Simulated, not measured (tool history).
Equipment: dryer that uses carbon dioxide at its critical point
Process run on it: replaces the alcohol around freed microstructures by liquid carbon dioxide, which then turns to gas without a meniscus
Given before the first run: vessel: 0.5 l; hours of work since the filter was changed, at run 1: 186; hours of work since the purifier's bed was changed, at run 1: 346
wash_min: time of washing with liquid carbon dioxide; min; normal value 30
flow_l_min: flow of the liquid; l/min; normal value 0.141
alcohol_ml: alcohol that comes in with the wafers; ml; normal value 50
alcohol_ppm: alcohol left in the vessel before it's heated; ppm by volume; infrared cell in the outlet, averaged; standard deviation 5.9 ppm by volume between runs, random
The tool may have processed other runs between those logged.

run,hour,wash_min,flow_l_min,alcohol_ml,hours of work since the filter was changed,hours of work since the purifier's bed was changed,alcohol_ppm
1,0,30,0.141,50,186,346,397
2,14.6,30,0.141,50,194,354,398
3,25.3,30,0.141,50,200,360,386
4,35.7,30,0.187,50,206,366,136
5,50.2,22,0.141,50,215,375,1552
6,57.8,41,0.141,50,219,379,129
7,74.4,30,0.141,50,229,389,439
8,92.4,20,0.086,27,239,399,5851
9,108.5,20,0.086,27,248,409,5956
10,118.6,20,0.086,27,254,414,5910
# hour 126.5: inlet filter changed
11,137.4,24,0.086,27,6,425,3057
12,146.6,32,0.197,83,12,430,114
13,160,22,0.197,83,19,438,374

Alternative continuations, all from the tool just after run 13; predict every row:
A,176.4,43,0.141,90,29,447,?
B,176.4,30,0.141,45,29,447,?
C,176.4,45,0.094,79,29,447,?
D,176.4,22,0.197,44,29,447,?

run,alcohol_ppm
A,133
B,306
C,506
D,254
Without the tool's unlogged condition, the same runs would have read:
run,alcohol_ppm
A,25
B,186
C,374
D,139
